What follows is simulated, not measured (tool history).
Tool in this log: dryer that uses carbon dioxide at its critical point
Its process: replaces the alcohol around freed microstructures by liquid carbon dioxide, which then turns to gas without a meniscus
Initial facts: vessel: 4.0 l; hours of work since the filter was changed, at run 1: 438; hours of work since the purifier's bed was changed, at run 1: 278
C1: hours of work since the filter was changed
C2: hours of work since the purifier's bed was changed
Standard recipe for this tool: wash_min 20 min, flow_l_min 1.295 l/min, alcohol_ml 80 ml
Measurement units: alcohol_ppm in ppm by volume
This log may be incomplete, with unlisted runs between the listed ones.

run 1 day=0.000 | wash_min=20 flow_l_min=1.295 alcohol_ml=80 | C1=438 C2=278 | alcohol_ppm=219
run 2 day=0.358 | wash_min=20 flow_l_min=1.295 alcohol_ml=80 | C1=444 C2=284 | alcohol_ppm=230
run 3 day=1.133 | wash_min=20 flow_l_min=1.295 alcohol_ml=80 | C1=458 C2=297 | alcohol_ppm=244
run 4 day=1.538 | wash_min=20 flow_l_min=1.295 alcohol_ml=80 | C1=465 C2=304 | alcohol_ppm=249
run 5 day=1.954 | wash_min=20 flow_l_min=1.295 alcohol_ml=80 | C1=472 C2=311 | alcohol_ppm=237
run 6 day=2.654 | wash_min=20 flow_l_min=1.295 alcohol_ml=80 | C1=484 C2=323 | alcohol_ppm=241
run 7 day=2.979 | wash_min=20 flow_l_min=1.295 alcohol_ml=80 | C1=490 C2=329 | alcohol_ppm=238
run 8 day=3.608 | wash_min=31 flow_l_min=1.920 alcohol_ml=22 | C1=501 C2=340 | alcohol_ppm=40
-- day=3.933 inlet filter changed
run 9 day=4.175 | wash_min=31 flow_l_min=1.920 alcohol_ml=74 | C1=4 C2=349 | alcohol_ppm=49
run 10 day=4.671 | wash_min=26 flow_l_min=1.920 alcohol_ml=46 | C1=13 C2=358 | alcohol_ppm=66
run 11 day=5.071 | wash_min=12 flow_l_min=1.440 alcohol_ml=111 | C1=20 C2=364 | alcohol_ppm=830

Below are 5 alternative next runs, each starting from the tool's condition after run 11. Predict each:
run A day=5.504 | wash_min=20 flow_l_min=1.295 alcohol_ml=88 | C1=27 C2=372 | alcohol_ppm=?
run B day=5.504 | wash_min=24 flow_l_min=0.960 alcohol_ml=119 | C1=27 C2=372 | alcohol_ppm=?
run C day=5.504 | wash_min=20 flow_l_min=1.295 alcohol_ml=37 | C1=27 C2=372 | alcohol_ppm=?
run D day=5.504 | wash_min=15 flow_l_min=1.690 alcohol_ml=64 | C1=27 C2=372 | alcohol_ppm=?
run E day=5.504 | wash_min=12 flow_l_min=1.440 alcohol_ml=45 | C1=27 C2=372 | alcohol_ppm=?

run=A alcohol_ppm=169
run=B alcohol_ppm=344
run=C alcohol_ppm=109
run=D alcohol_ppm=157
run=E alcohol_ppm=394
With no hidden state in the tool, these same runs would have given:
run=A alcohol_ppm=112
run=B alcohol_ppm=281
run=C alcohol_ppm=55
run=D alcohol_ppm=100
run=E alcohol_ppm=333
